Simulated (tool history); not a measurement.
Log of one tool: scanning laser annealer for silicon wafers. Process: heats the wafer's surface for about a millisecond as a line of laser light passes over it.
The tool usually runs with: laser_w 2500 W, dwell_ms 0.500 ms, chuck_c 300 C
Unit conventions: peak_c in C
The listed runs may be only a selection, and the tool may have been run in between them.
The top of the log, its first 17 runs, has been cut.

run 18 hour=849.6 | laser_w=2605 dwell_ms=0.500 chuck_c=300 | peak_c=1094
run 19 hour=906.1 | laser_w=2500 dwell_ms=0.500 chuck_c=261 | peak_c=1013
run 20 hour=941.2 | laser_w=2500 dwell_ms=0.500 chuck_c=300 | peak_c=1051
run 21 hour=1015.2 | laser_w=2500 dwell_ms=0.500 chuck_c=300 | peak_c=1051
run 22 hour=1074.7 | laser_w=2500 dwell_ms=0.598 chuck_c=288 | peak_c=1112
run 23 hour=1117.1 | laser_w=2500 dwell_ms=0.598 chuck_c=288 | peak_c=1114
run 24 hour=1160.0 | laser_w=2597 dwell_ms=0.598 chuck_c=305 | peak_c=1167
-- hour=1180.8 window over the wafer cleaned
run 25 hour=1210.1 | laser_w=2360 dwell_ms=0.598 chuck_c=324 | peak_c=1136
run 26 hour=1243.8 | laser_w=2360 dwell_ms=0.608 chuck_c=324 | peak_c=1149
run 27 hour=1304.5 | laser_w=2500 dwell_ms=0.492 chuck_c=310 | peak_c=1093
run 28 hour=1343.7 | laser_w=2500 dwell_ms=0.506 chuck_c=310 | peak_c=1107
run 29 hour=1401.4 | laser_w=2500 dwell_ms=0.375 chuck_c=310 | peak_c=984
run 30 hour=1444.4 | laser_w=2500 dwell_ms=0.375 chuck_c=310 | peak_c=983
run 31 hour=1482.9 | laser_w=2163 dwell_ms=0.529 chuck_c=335 | peak_c=1011
run 32 hour=1531.3 | laser_w=2163 dwell_ms=0.402 chuck_c=335 | peak_c=918
run 33 hour=1579.9 | laser_w=2423 dwell_ms=0.450 chuck_c=272 | peak_c=983
run 34 hour=1630.2 | laser_w=2385 dwell_ms=0.500 chuck_c=300 | peak_c=1040
-- hour=1684.5 optics aligned, line set to its width
run 35 hour=1684.5 | laser_w=2500 dwell_ms=0.461 chuck_c=296 | peak_c=1050
run 36 hour=1745.4 | laser_w=2500 dwell_ms=0.461 chuck_c=296 | peak_c=1051
run 37 hour=1778.8 | laser_w=2500 dwell_ms=0.461 chuck_c=296 | peak_c=1051
run 38 hour=1833.3 | laser_w=2500 dwell_ms=0.387 chuck_c=290 | peak_c=977
run 39 hour=1875.8 | laser_w=2271 dwell_ms=0.553 chuck_c=306 | peak_c=1041

Expected results for the next run?
run 40 hour=1913.0 | laser_w=2271 dwell_ms=0.554 chuck_c=306 | peak_c=?

Run 40 measured peak_c 1040 C.
On a tool with no hidden condition, and with the same random variation, this run would have come out at peak_c 1056 C.
